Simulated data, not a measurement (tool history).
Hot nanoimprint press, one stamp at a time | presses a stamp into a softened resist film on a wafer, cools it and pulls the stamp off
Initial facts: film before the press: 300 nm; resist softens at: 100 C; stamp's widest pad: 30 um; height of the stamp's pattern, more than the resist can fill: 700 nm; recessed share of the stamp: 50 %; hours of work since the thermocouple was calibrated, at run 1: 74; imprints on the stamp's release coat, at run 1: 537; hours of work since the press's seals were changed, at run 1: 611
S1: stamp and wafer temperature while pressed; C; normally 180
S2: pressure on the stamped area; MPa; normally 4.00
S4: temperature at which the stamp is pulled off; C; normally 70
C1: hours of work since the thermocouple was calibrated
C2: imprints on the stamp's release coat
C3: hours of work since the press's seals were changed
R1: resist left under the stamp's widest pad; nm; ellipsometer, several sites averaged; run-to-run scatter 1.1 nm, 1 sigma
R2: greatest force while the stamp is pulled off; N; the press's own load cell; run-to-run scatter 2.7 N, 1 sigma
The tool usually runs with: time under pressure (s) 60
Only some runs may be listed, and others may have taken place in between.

{"run": 1, "day": 0.0, "S1": 180, "S2": 4.0, "time under pressure (s)": 60, "S4": 70, "C1": 74, "C2": 537, "C3": 611, "R1": 169.0, "R2": 149}
{"run": 2, "day": 0.546, "S1": 180, "S2": 4.0, "time under pressure (s)": 60, "S4": 70, "C1": 85, "C2": 591, "C3": 621, "R1": 170.2, "R2": 155}
{"day": 0.838, "done": "stamp cleaned and given a new release coat"}
{"run": 3, "day": 1.475, "S1": 180, "S2": 4.0, "time under pressure (s)": 60, "S4": 70, "C1": 97, "C2": 62, "C3": 634, "R1": 170.0, "R2": 128}
{"run": 4, "day": 2.183, "S1": 180, "S2": 4.0, "time under pressure (s)": 60, "S4": 70, "C1": 110, "C2": 131, "C3": 647, "R1": 170.2, "R2": 137}
{"run": 5, "day": 2.562, "S1": 180, "S2": 4.0, "time under pressure (s)": 53, "S4": 70, "C1": 118, "C2": 168, "C3": 654, "R1": 177.6, "R2": 141}
{"run": 6, "day": 3.133, "S1": 175, "S2": 4.0, "time under pressure (s)": 60, "S4": 70, "C1": 128, "C2": 224, "C3": 665, "R1": 205.6, "R2": 141}
{"run": 7, "day": 3.579, "S1": 175, "S2": 4.0, "time under pressure (s)": 60, "S4": 70, "C1": 137, "C2": 268, "C3": 673, "R1": 205.4, "R2": 143}
{"run": 8, "day": 4.071, "S1": 175, "S2": 4.0, "time under pressure (s)": 60, "S4": 70, "C1": 146, "C2": 316, "C3": 682, "R1": 205.1, "R2": 143}
{"run": 9, "day": 4.662, "S1": 180, "S2": 4.0, "time under pressure (s)": 60, "S4": 75, "C1": 157, "C2": 374, "C3": 693, "R1": 170.8, "R2": 121}
{"run": 10, "day": 5.279, "S1": 180, "S2": 4.0, "time under pressure (s)": 60, "S4": 62, "C1": 168, "C2": 434, "C3": 705, "R1": 171.6, "R2": 190}
{"run": 11, "day": 6.096, "S1": 180, "S2": 4.0, "time under pressure (s)": 60, "S4": 62, "C1": 184, "C2": 513, "C3": 720, "R1": 174.1, "R2": 190}
{"day": 6.888, "done": "press's hydraulic seals changed and the load cell set to zero"}
{"run": 12, "day": 7.15, "S1": 180, "S2": 4.0, "time under pressure (s)": 60, "S4": 62, "C1": 197, "C2": 584, "C3": 5, "R1": 171.5, "R2": 188}
{"day": 7.521, "done": "stamp cleaned and given a new release coat"}
{"run": 13, "day": 7.771, "S1": 180, "S2": 4.0, "time under pressure (s)": 60, "S4": 62, "C1": 204, "C2": 24, "C3": 12, "R1": 171.6, "R2": 163}
{"run": 14, "day": 8.558, "S1": 180, "S2": 4.0, "time under pressure (s)": 50, "S4": 70, "C1": 219, "C2": 101, "C3": 27, "R1": 181.8, "R2": 136}
{"run": 15, "day": 9.021, "S1": 180, "S2": 3.36, "time under pressure (s)": 50, "S4": 70, "C1": 227, "C2": 146, "C3": 35, "R1": 195.4, "R2": 135}
{"run": 16, "day": 9.633, "S1": 180, "S2": 3.36, "time under pressure (s)": 50, "S4": 70, "C1": 239, "C2": 206, "C3": 47, "R1": 192.9, "R2": 136}
{"run": 17, "day": 10.508, "S1": 180, "S2": 3.36, "time under pressure (s)": 50, "S4": 70, "C1": 255, "C2": 292, "C3": 63, "R1": 196.6, "R2": 148}
{"run": 18, "day": 11.412, "S1": 180, "S2": 2.53, "time under pressure (s)": 60, "S4": 75, "C1": 272, "C2": 380, "C3": 80, "R1": 200.2, "R2": 127}
{"run": 19, "day": 12.162, "S1": 180, "S2": 2.53, "time under pressure (s)": 60, "S4": 75, "C1": 286, "C2": 453, "C3": 94, "R1": 200.9, "R2": 133}
{"run": 20, "day": 13.033, "S1": 180, "S2": 2.53, "time under pressure (s)": 60, "S4": 75, "C1": 302, "C2": 538, "C3": 110, "R1": 201.4, "R2": 137}
{"run": 21, "day": 13.45, "S1": 175, "S2": 6.36, "time under pressure (s)": 60, "S4": 75, "C1": 310, "C2": 579, "C3": 118, "R1": 182.8, "R2": 140}
{"day": 13.9, "done": "stamp cleaned and given a new release coat"}
{"run": 22, "day": 14.442, "S1": 175, "S2": 6.36, "time under pressure (s)": 62, "S4": 75, "C1": 324, "C2": 53, "C3": 132, "R1": 182.5, "R2": 120}
{"run": 23, "day": 15.196, "S1": 188, "S2": 6.11, "time under pressure (s)": 51, "S4": 57, "C1": 338, "C2": 127, "C3": 146, "R1": 111.6, "R2": 181}
{"run": 24, "day": 15.75, "S1": 179, "S2": 6.11, "time under pressure (s)": 47, "S4": 57, "C1": 348, "C2": 181, "C3": 156, "R1": 173.4, "R2": 192}
{"run": 25, "day": 16.225, "S1": 185, "S2": 3.14, "time under pressure (s)": 64, "S4": 72, "C1": 357, "C2": 228, "C3": 165, "R1": 156.0, "R2": 135}
{"run": 26, "day": 17.104, "S1": 191, "S2": 2.45, "time under pressure (s)": 36, "S4": 73, "C1": 374, "C2": 313, "C3": 182, "R1": 162.6, "R2": 138}
{"run": 27, "day": 17.958, "S1": 191, "S2": 2.45, "time under pressure (s)": 36, "S4": 73, "C1": 390, "C2": 397, "C3": 198, "R1": 166.1, "R2": 134}
{"run": 28, "day": 18.783, "S1": 188, "S2": 5.39, "time under pressure (s)": 48, "S4": 73, "C1": 405, "C2": 477, "C3": 213, "R1": 121.0, "R2": 146}
{"day": 19.475, "done": "plate thermocouple calibrated"}
{"run": 29, "day": 19.475, "S1": 180, "S2": 4.0, "time under pressure (s)": 31, "S4": 70, "C1": 0, "C2": 533, "C3": 223, "R1": 203.3, "R2": 148}

Predict each of these 4 candidate next runs independently; none follows another, all start after run 29:
{"day": 20.383, "done": "stamp cleaned and given a new release coat"}
{"run": "A", "day": 20.383, "S1": 182, "S2": 3.2, "time under pressure (s)": 72, "S4": 70, "C1": 12, "C2": 0, "C3": 236, "R1": "?", "R2": "?"}
{"day": 20.383, "done": "stamp cleaned and given a new release coat"}
{"run": "B", "day": 20.383, "S1": 182, "S2": 4.0, "time under pressure (s)": 31, "S4": 70, "C1": 12, "C2": 0, "C3": 236, "R1": "?", "R2": "?"}
{"day": 20.383, "done": "stamp cleaned and given a new release coat"}
{"run": "C", "day": 20.383, "S1": 180, "S2": 3.33, "time under pressure (s)": 61, "S4": 70, "C1": 12, "C2": 0, "C3": 236, "R1": "?", "R2": "?"}
{"day": 20.383, "done": "stamp cleaned and given a new release coat"}
{"run": "D", "day": 20.383, "S1": 191, "S2": 4.0, "time under pressure (s)": 97, "S4": 70, "C1": 12, "C2": 0, "C3": 236, "R1": "?", "R2": "?"}

run=A R1=159.0 R2=131
run=B R1=190.1 R2=125
run=C R1=177.1 R2=129
run=D R1=84.1 R2=125
With no hidden state in the tool, these same runs would have given:
run=A R1=157.2 R2=130
run=B R1=188.3 R2=124
run=C R1=175.3 R2=128
run=D R1=83.0 R2=124

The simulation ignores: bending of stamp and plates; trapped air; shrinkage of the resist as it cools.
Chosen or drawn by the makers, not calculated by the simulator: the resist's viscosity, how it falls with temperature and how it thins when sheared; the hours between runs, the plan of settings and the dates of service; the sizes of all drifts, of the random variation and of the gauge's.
